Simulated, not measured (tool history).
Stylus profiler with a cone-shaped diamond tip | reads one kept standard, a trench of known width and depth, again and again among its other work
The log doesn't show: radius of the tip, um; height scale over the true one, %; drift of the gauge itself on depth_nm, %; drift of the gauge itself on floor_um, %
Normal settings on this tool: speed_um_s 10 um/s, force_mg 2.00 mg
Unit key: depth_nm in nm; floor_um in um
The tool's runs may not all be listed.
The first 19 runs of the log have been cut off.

run	day	speed_um_s	force_mg	scans with this tip	hours of work since the height scale was calibrated	depth_nm	floor_um
20	12.975	4	5.86	3844	62	203.06	48.05
# day 13.283: height scale calibrated on a step standard, once more
21	13.717	4	5.86	3931	5	203.32	48.07
22	14.125	4	5.86	3980	10	203.45	48.12
23	14.688	4	4.25	4048	17	202.61	48.11
24	15.600	4	4.25	4159	27	203.05	48.01
25	16.029	4	4.25	4210	32	202.58	48.10
26	16.483	4	4.25	4265	38	202.65	48.07
27	17.262	2	2.52	4359	47	202.10	48.06
28	17.854	2	2.52	4430	54	201.79	48.07
29	18.658	2	2.52	4527	63	201.61	48.00
30	19.425	9	2.52	4620	72	201.89	48.03
31	20.046	9	2.52	4695	80	201.80	48.04
32	21.004	16	5.08	4811	91	203.24	48.03
33	21.754	16	5.08	4901	100	203.17	48.00
34	22.504	16	5.08	4992	109	203.01	48.06

Predict the results of run 35:
35	23.408	4	1.34	5101	119	?	?

Logged for run 35: depth_nm 201.32 nm, floor_um 48.02 um.
Without the tool's hidden state the same run would have given depth_nm 201.46 nm, floor_um 48.24 um.
